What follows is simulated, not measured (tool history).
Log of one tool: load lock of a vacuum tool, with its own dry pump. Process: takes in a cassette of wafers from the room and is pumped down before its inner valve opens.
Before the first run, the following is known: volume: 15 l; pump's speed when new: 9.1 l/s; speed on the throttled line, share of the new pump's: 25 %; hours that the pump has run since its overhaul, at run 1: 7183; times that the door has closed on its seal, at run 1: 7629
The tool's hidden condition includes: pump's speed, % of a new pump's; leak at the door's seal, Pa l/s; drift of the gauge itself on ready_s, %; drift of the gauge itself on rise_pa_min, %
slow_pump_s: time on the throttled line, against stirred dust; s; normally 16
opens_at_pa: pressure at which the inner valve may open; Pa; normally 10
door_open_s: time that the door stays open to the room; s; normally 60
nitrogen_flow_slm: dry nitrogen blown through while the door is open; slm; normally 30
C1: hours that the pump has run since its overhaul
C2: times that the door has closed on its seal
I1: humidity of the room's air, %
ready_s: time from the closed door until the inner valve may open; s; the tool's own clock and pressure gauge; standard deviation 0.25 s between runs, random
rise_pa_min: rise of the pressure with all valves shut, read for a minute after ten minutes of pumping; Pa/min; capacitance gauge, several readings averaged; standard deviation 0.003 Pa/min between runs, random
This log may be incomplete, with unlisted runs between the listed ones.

Run 1, hour 0.0: usual settings; C1 7183; C2 7629; I1 46.8. Result: ready_s 29.5 s, rise_pa_min 0.044 Pa/min.
Run 2, hour 73.6: usual settings; C1 7257; C2 7829; I1 45.1. Result: ready_s 29.8 s, rise_pa_min 0.041 Pa/min.
Run 3, hour 207.9: usual settings; C1 7391; C2 8194; I1 44.3. Result: ready_s 29.6 s, rise_pa_min 0.045 Pa/min.
Run 4, hour 344.0: usual settings but door_open_s 144 s; C1 7527; C2 8564; I1 42.3. Result: ready_s 29.7 s, rise_pa_min 0.069 Pa/min.
Run 5, hour 438.2: usual settings; C1 7622; C2 8820; I1 44.8. Result: ready_s 29.5 s, rise_pa_min 0.046 Pa/min.
Run 6, hour 540.9: usual settings; C1 7724; C2 9099; I1 48.6. Result: ready_s 29.8 s, rise_pa_min 0.052 Pa/min.
Run 7, hour 703.4: usual settings but slow_pump_s 21 s; C1 7887; C2 9540; I1 42.6. Result: ready_s 33.6 s, rise_pa_min 0.049 Pa/min.
Run 8, hour 861.9: usual settings but slow_pump_s 27 s; C1 8045; C2 9971; I1 46.2. Result: ready_s 37.5 s, rise_pa_min 0.054 Pa/min.
Run 9, hour 967.8: usual settings but slow_pump_s 27 s; C1 8151; C2 10259; I1 44.9. Result: ready_s 37.2 s, rise_pa_min 0.057 Pa/min.
Run 10, hour 1097.9: usual settings but slow_pump_s 27 s; C1 8281; C2 10613; I1 46.4. Result: ready_s 37.4 s, rise_pa_min 0.050 Pa/min.
Run 11, hour 1261.7: usual settings but nitrogen_flow_slm 31 slm; C1 8445; C2 11058; I1 45.6. Result: ready_s 30.2 s, rise_pa_min 0.053 Pa/min.
Run 12, hour 1366.5: usual settings but slow_pump_s 15 s; C1 8550; C2 11343; I1 43.7. Result: ready_s 29.4 s, rise_pa_min 0.053 Pa/min.
Run 13, hour 1535.2: usual settings but slow_pump_s 15 s; C1 8719; C2 11801; I1 44.2. Result: ready_s 29.5 s, rise_pa_min 0.052 Pa/min.
Run 14, hour 1708.2: usual settings; C1 8892; C2 12271; I1 45.9. Result: ready_s 30.1 s, rise_pa_min 0.060 Pa/min.
Run 15, hour 1864.3: usual settings but door_open_s 124 s; C1 9048; C2 12695; I1 46.0. Result: ready_s 29.8 s, rise_pa_min 0.069 Pa/min.
Run 16, hour 1945.4: usual settings but door_open_s 124 s; C1 9129; C2 12916; I1 46.4. Result: ready_s 30.2 s, rise_pa_min 0.078 Pa/min.
At hour 2106.6: dry pump taken out, an overhauled one fitted.
Run 17, hour 2106.6: usual settings but slow_pump_s 13 s; C1 0; C2 13338; I1 45.5. Result: ready_s 24.9 s, rise_pa_min 0.063 Pa/min.
Run 18, hour 2194.5: usual settings but slow_pump_s 13 s; C1 88; C2 13576; I1 49.9. Result: ready_s 24.9 s, rise_pa_min 0.064 Pa/min.
Run 19, hour 2308.4: usual settings but nitrogen_flow_slm 4 slm; C1 202; C2 13886; I1 41.6. Result: ready_s 27.5 s, rise_pa_min 0.072 Pa/min.
Run 20, hour 2420.1: usual settings but slow_pump_s 19 s, opens_at_pa 17 Pa, door_open_s 55 s, nitrogen_flow_slm 4 slm; C1 314; C2 14190; I1 47.9. Result: ready_s 28.9 s, rise_pa_min 0.081 Pa/min.
Run 21, hour 2575.9: usual settings but slow_pump_s 9 s, opens_at_pa 15 Pa, door_open_s 53 s, nitrogen_flow_slm 4 slm; C1 469; C2 14613; I1 46.7. Result: ready_s 21.6 s, rise_pa_min 0.080 Pa/min.
Run 22, hour 2736.3: usual settings but slow_pump_s 9 s, opens_at_pa 12 Pa, door_open_s 36 s; C1 630; C2 15049; I1 44.5. Result: ready_s 21.7 s, rise_pa_min 0.047 Pa/min.
Run 23, hour 2833.9: usual settings but slow_pump_s 19 s, opens_at_pa 12 Pa, door_open_s 36 s, nitrogen_flow_slm 32 slm; C1 727; C2 15314; I1 45.6. Result: ready_s 29.8 s, rise_pa_min 0.044 Pa/min.
Run 24, hour 2909.8: usual settings but slow_pump_s 19 s, opens_at_pa 12 Pa, door_open_s 36 s, nitrogen_flow_slm 32 slm; C1 803; C2 15520; I1 43.2. Result: ready_s 29.4 s, rise_pa_min 0.055 Pa/min.
Run 25, hour 3087.7: usual settings but slow_pump_s 19 s, opens_at_pa 12 Pa, door_open_s 36 s, nitrogen_flow_slm 32 slm; C1 981; C2 16004; I1 43.7. Result: ready_s 29.5 s, rise_pa_min 0.051 Pa/min.
Run 26, hour 3231.8: usual settings but door_open_s 26 s; C1 1125; C2 16395; I1 46.4. Result: ready_s 27.9 s, rise_pa_min 0.049 Pa/min.
Run 27, hour 3359.7: usual settings but slow_pump_s 32 s, nitrogen_flow_slm 33 slm; C1 1253; C2 16743; I1 45.2. Result: ready_s 39.3 s, rise_pa_min 0.060 Pa/min.
Run 28, hour 3446.7: usual settings but slow_pump_s 9 s, nitrogen_flow_slm 25 slm; C1 1340; C2 16979; I1 44.0. Result: ready_s 22.4 s, rise_pa_min 0.058 Pa/min.
Run 29, hour 3607.5: usual settings but door_open_s 54 s, nitrogen_flow_slm 23 slm; C1 1501; C2 17416; I1 42.4. Result: ready_s 27.6 s, rise_pa_min 0.062 Pa/min.
Run 30, hour 3718.4: usual settings but slow_pump_s 21 s, opens_at_pa 9 Pa, door_open_s 39 s, nitrogen_flow_slm 23 slm; C1 1612; C2 17718; I1 41.7. Result: ready_s 32.0 s, rise_pa_min 0.061 Pa/min.
Run 31, hour 3874.7: usual settings but slow_pump_s 12 s, opens_at_pa 12 Pa, door_open_s 48 s, nitrogen_flow_slm 31 slm; C1 1768; C2 18142; I1 44.4. Result: ready_s 24.3 s, rise_pa_min 0.063 Pa/min.
Run 32, hour 3998.3: usual settings but slow_pump_s 12 s, opens_at_pa 12 Pa, door_open_s 48 s, nitrogen_flow_slm 31 slm; C1 1892; C2 18478; I1 45.9. Result: ready_s 24.9 s, rise_pa_min 0.059 Pa/min.
Run 33, hour 4103.0: usual settings but slow_pump_s 12 s, opens_at_pa 12 Pa, door_open_s 48 s, nitrogen_flow_slm 31 slm; C1 1996; C2 18763; I1 46.9. Result: ready_s 24.5 s, rise_pa_min 0.067 Pa/min.
Run 34, hour 4176.8: usual settings but slow_pump_s 12 s, opens_at_pa 12 Pa, door_open_s 48 s, nitrogen_flow_slm 31 slm; C1 2070; C2 18963; I1 42.5. Result: ready_s 24.8 s, rise_pa_min 0.060 Pa/min.
Run 35, hour 4294.7: usual settings but slow_pump_s 15 s, opens_at_pa 7 Pa, door_open_s 28 s, nitrogen_flow_slm 31 slm; C1 2188; C2 19284; I1 44.5. Result: ready_s 27.7 s, rise_pa_min 0.054 Pa/min.
Run 36, hour 4471.3: usual settings but slow_pump_s 15 s, opens_at_pa 7 Pa, door_open_s 28 s, nitrogen_flow_slm 31 slm; C1 2365; C2 19764; I1 43.5. Result: ready_s 27.8 s, rise_pa_min 0.051 Pa/min.
Run 37, hour 4567.9: usual settings but slow_pump_s 13 s, opens_at_pa 9 Pa, door_open_s 160 s, nitrogen_flow_slm 6 slm; C1 2461; C2 20026; I1 46.1. Result: ready_s 25.7 s, rise_pa_min 0.134 Pa/min.

Alternative continuations, all from the tool just after run 37; predict every row:
Run A, hour 4734.7: usual settings but slow_pump_s 13 s, opens_at_pa 9 Pa, door_open_s 199 s, nitrogen_flow_slm 12 slm; C1 2628; C2 20480; I1 48.4. Result: ready_s ?, rise_pa_min ?.
Run B, hour 4734.7: usual settings but slow_pump_s 22 s, door_open_s 143 s; C1 2628; C2 20480; I1 45.5. Result: ready_s ?, rise_pa_min ?.
Run C, hour 4734.7: usual settings but slow_pump_s 9 s, opens_at_pa 17 Pa, nitrogen_flow_slm 8 slm; C1 2628; C2 20480; I1 45.5. Result: ready_s ?, rise_pa_min ?.
Run D, hour 4734.7: usual settings but slow_pump_s 13 s, opens_at_pa 18 Pa, door_open_s 160 s, nitrogen_flow_slm 16 slm; C1 2628; C2 20480; I1 47.0. Result: ready_s ?, rise_pa_min ?.

run  ready_s  rise_pa_min
  A     25.7        0.142
  B     32.5        0.097
  C     21.8        0.083
  D     24.6        0.116
Without the tool's hidden state the same runs would have given:
run  ready_s  rise_pa_min
  A     24.9        0.107
  B     31.8        0.061
  C     21.0        0.048
  D     23.9        0.081

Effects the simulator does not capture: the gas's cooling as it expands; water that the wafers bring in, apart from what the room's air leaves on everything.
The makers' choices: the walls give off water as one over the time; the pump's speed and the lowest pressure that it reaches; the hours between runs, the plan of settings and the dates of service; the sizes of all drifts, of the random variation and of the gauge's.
